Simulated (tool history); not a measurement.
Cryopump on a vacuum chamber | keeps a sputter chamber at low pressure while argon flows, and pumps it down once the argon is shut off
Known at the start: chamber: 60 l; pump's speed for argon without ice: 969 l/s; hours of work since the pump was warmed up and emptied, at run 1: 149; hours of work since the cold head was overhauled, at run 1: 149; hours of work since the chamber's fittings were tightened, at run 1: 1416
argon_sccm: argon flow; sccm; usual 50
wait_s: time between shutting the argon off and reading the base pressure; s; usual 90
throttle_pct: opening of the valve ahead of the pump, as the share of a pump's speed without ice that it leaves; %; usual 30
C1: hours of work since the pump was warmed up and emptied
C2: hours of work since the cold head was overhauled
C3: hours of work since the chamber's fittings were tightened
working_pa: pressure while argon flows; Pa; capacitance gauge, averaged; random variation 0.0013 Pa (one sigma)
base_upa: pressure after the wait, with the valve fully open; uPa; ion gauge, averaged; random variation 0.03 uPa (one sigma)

run 1 hour=0.0 | argon_sccm=50 wait_s=90 throttle_pct=30 | C1=149 C2=149 C3=1416 | working_pa=0.3040 base_upa=4.29
run 2 hour=30.8 | argon_sccm=44 wait_s=90 throttle_pct=30 | C1=176 C2=176 C3=1443 | working_pa=0.2710 base_upa=4.40
run 3 hour=58.6 | argon_sccm=21 wait_s=90 throttle_pct=30 | C1=200 C2=200 C3=1467 | working_pa=0.1316 base_upa=4.53
run 4 hour=97.0 | argon_sccm=21 wait_s=90 throttle_pct=30 | C1=233 C2=233 C3=1500 | working_pa=0.1321 base_upa=4.77
-- hour=126.1 leaking fittings of the chamber tightened, without venting
run 5 hour=153.9 | argon_sccm=21 wait_s=90 throttle_pct=30 | C1=281 C2=281 C3=24 | working_pa=0.1364 base_upa=1.71
run 6 hour=205.2 | argon_sccm=50 wait_s=90 throttle_pct=30 | C1=325 C2=325 C3=68 | working_pa=0.3307 base_upa=1.81
run 7 hour=251.9 | argon_sccm=50 wait_s=90 throttle_pct=30 | C1=366 C2=366 C3=109 | working_pa=0.3377 base_upa=2.00
-- hour=276.2 pump warmed up, emptied and cooled again
run 8 hour=282.4 | argon_sccm=50 wait_s=90 throttle_pct=30 | C1=5 C2=388 C3=131 | working_pa=0.2890 base_upa=1.78
run 9 hour=323.0 | argon_sccm=90 wait_s=31 throttle_pct=36 | C1=40 C2=423 C3=166 | working_pa=0.4452 base_upa=4.05
run 10 hour=354.3 | argon_sccm=50 wait_s=233 throttle_pct=27 | C1=68 C2=450 C3=193 | working_pa=0.3285 base_upa=1.22
run 11 hour=378.8 | argon_sccm=62 wait_s=71 throttle_pct=24 | C1=89 C2=471 C3=214 | working_pa=0.4617 base_upa=2.31
run 12 hour=425.2 | argon_sccm=37 wait_s=56 throttle_pct=43 | C1=129 C2=511 C3=255 | working_pa=0.1611 base_upa=2.82
run 13 hour=454.4 | argon_sccm=46 wait_s=56 throttle_pct=23 | C1=154 C2=537 C3=280 | working_pa=0.3617 base_upa=2.83
run 14 hour=496.4 | argon_sccm=46 wait_s=56 throttle_pct=23 | C1=191 C2=573 C3=316 | working_pa=0.3694 base_upa=2.88
run 15 hour=531.8 | argon_sccm=25 wait_s=169 throttle_pct=25 | C1=221 C2=604 C3=347 | working_pa=0.1862 base_upa=1.83

Forecast each of these 4 alternatives for the next run:
run A hour=579.8 | argon_sccm=25 wait_s=164 throttle_pct=25 | C1=263 C2=645 C3=388 | working_pa=? base_upa=?
run B hour=579.8 | argon_sccm=24 wait_s=90 throttle_pct=18 | C1=263 C2=645 C3=388 | working_pa=? base_upa=?
run C hour=579.8 | argon_sccm=24 wait_s=169 throttle_pct=43 | C1=263 C2=645 C3=388 | working_pa=? base_upa=?
run D hour=579.8 | argon_sccm=50 wait_s=67 throttle_pct=59 | C1=263 C2=645 C3=388 | working_pa=? base_upa=?

run=A working_pa=0.1900 base_upa=1.99
run=B working_pa=0.2453 base_upa=2.53
run=C working_pa=0.1116 base_upa=1.99
run=D working_pa=0.1755 base_upa=2.88
Without the tool's hidden state the same runs would have given:
run=A working_pa=0.1753 base_upa=0.94
run=B working_pa=0.2313 base_upa=1.46
run=C working_pa=0.0975 base_upa=0.93
run=D working_pa=0.1464 base_upa=1.83

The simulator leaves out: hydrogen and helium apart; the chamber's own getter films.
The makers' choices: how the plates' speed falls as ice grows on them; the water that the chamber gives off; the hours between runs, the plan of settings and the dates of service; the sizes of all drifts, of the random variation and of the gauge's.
